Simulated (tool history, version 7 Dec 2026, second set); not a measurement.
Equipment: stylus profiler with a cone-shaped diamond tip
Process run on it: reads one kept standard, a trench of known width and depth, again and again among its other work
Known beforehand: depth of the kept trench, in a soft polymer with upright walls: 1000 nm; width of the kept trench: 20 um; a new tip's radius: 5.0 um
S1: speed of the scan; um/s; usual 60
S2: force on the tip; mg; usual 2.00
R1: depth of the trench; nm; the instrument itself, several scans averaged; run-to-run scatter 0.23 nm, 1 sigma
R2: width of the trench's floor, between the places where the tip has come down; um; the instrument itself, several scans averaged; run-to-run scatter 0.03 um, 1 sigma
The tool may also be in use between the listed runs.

| run | day | S1 | S2 | R1 | R2 |
|---|---|---|---|---|---|
| 1 | 0.000 | 60 | 2.00 | 1009.86 | 13.39 |
| 2 | 0.800 | 34 | 2.00 | 1009.76 | 13.52 |
| 3 | 1.250 | 34 | 2.00 | 1009.42 | 13.47 |
| 4 | 1.804 | 34 | 2.00 | 1009.58 | 13.51 |
| 5 | 2.379 | 34 | 2.00 | 1009.33 | 13.48 |
| 6 | 2.879 | 60 | 2.00 | 1009.15 | 13.42 |
| 7 | 3.625 | 60 | 2.00 | 1009.47 | 13.36 |
| 8 | 3.988 | 128 | 2.33 | 1010.76 | 13.09 |
| 9 | 4.567 | 44 | 5.05 | 1019.37 | 13.50 |
| 10 | 5.242 | 44 | 5.05 | 1019.06 | 13.50 |
| 11 | 5.796 | 135 | 0.68 | 1002.81 | 12.49 |
| 12 | 6.338 | 38 | 1.84 | 1008.56 | 13.46 |
| 13 | 6.929 | 45 | 1.74 | 1007.67 | 13.35 |
| 14 | 7.508 | 90 | 0.88 | 1003.93 | 12.94 |

Some steps in R1, run to run, broken into two amounts with sign: the step expected even without the hidden condition (settings, incoming material, random variation), and the rest, left for the hidden condition together with whatever gauge scatter is not in both the measured and the hidden-condition-free result:
Hidden state present: radius of the tip, um; height scale over the true one, %; drift of the gauge itself on depth_nm, %; drift of the gauge itself on floor_um, %.
Run 1 -> 2: S1 60 -> 34. R1 -0.10 nm: hidden state -0.08, all else -0.02.
Run 10 -> 11: S1 44 -> 135, S2 5.05 -> 0.68. R1 -16.25 nm: hidden state -0.01, all else -16.24.

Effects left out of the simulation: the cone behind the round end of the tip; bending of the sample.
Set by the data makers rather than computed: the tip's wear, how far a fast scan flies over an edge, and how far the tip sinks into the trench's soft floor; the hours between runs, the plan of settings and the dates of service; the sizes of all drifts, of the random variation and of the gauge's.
